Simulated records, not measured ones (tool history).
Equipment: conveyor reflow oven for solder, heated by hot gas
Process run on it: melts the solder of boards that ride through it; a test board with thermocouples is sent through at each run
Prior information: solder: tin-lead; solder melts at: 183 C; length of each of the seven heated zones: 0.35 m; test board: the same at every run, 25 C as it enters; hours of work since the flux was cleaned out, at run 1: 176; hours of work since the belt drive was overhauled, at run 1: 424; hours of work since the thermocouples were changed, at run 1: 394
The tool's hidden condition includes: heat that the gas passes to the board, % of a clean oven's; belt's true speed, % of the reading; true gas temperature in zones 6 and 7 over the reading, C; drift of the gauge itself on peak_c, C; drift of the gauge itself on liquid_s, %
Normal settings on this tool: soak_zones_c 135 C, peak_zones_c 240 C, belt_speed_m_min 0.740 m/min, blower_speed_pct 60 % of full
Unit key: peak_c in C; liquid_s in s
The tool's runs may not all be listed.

run   hour  soak_zones_c  peak_zones_c  belt_speed_m_min  blower_speed_pct  hours of work since the flux was cleaned out  hours of work since the belt drive was overhauled  hours of work since the thermocouples were changed  peak_c  liquid_s
  1    0.0           135           240             0.740                60                                           176                                                424                                                 394   218.7      42.6
  2    8.9           135           240             0.740                60                                           182                                                429                                                 399   219.1      42.2
  3   28.4           135           240             0.740                60                                           193                                                440                                                 410   218.4      42.0
  4   38.7           135           240             0.740                60                                           198                                                446                                                 416   218.7      41.3
  5   51.9           135           240             0.740                60                                           206                                                454                                                 424   218.0      42.0
  6   68.2           135           240             0.740                60                                           215                                                463                                                 433   218.1      41.9
  7   85.5           123           240             0.740                60                                           225                                                473                                                 443   216.6      38.0
  8  102.0           135           240             0.640                60                                           235                                                482                                                 452   223.8      52.4
  9  110.3           135           240             0.641                60                                           239                                                487                                                 457   223.5      52.5
 10  118.9           128           240             0.740                60                                           244                                                492                                                 462   216.8      39.0
 11  137.2           128           240             0.740                60                                           255                                                502                                                 472   216.8      38.9
 12  146.0           128           240             0.632                60                                           260                                                507                                                 477   223.4      51.0
 13  165.7           125           240             0.632                60                                           271                                                518                                                 488   222.4      49.3
 14  177.0           135           240             0.792                60                                           277                                                525                                                 495   215.4      36.8
 15  190.1           135           240             0.792                60                                           285                                                532                                                 502   216.5      38.1
 16  202.1           146           236             0.638                87                                           291                                                539                                                 509   227.2      58.7
 17  213.5           132           243             0.672                86                                           298                                                546                                                 516   231.1      53.5
 18  224.0           132           243             0.672                86                                           304                                                552                                                 522   230.9      52.5
 19  234.4           135           240             0.771                60                                           310                                                557                                                 528   216.9      39.1
 20  246.1           143           232             0.599                82                                           316                                                564                                                 534   224.4      59.6
     251.7  -- belt drive overhauled, speed set with a stopwatch
 21  269.7           143           232             0.599                82                                           328                                                 10                                                 545   224.5      59.9
 22  284.7           143           232             0.599                82                                           336                                                 19                                                 554   225.8      60.1
 23  293.5           135           240             0.833                64                                           341                                                 24                                                 559   214.8      33.9
 24  303.8           135           240             0.833                64                                           347                                                 30                                                 565   214.8      35.0
 25  323.9           143           241             0.593                68                                           358                                                 41                                                 576   230.6      63.0
     329.1  -- belt drive overhauled, speed set with a stopwatch, once more
 26  343.2           143           241             0.593                68                                           367                                                  8                                                 585   230.3      62.9
 27  353.9           124           241             0.593                89                                           373                                                 14                                                 591   232.7      58.4
 28  363.3           124           242             0.593                56                                           379                                                 19                                                 596   224.5      54.5
 29  383.6           124           236             0.779                56                                           390                                                 31                                                 608   208.5      29.3
 30  396.3           125           252             0.843                60                                           397                                                 38                                                 615   220.0      34.3

Below are 3 alternative next runs, each starting from the tool's condition after run 30. Predict each:
  A  413.9           125           252             0.841                60                                           407                                                 48                                                 625       ?         ?
  B  413.9           135           252             0.811                60                                           407                                                 48                                                 625       ?         ?
  C  413.9           125           236             0.738                65                                           407                                                 48                                                 625       ?         ?

run  peak_c  liquid_s
  A   219.0      34.7
  B   223.0      39.7
  C   213.9      37.1
Without the tool's unlogged condition, the same runs would have read:
run  peak_c  liquid_s
  A   219.8      35.2
  B   223.6      40.0
  C   214.2      37.5
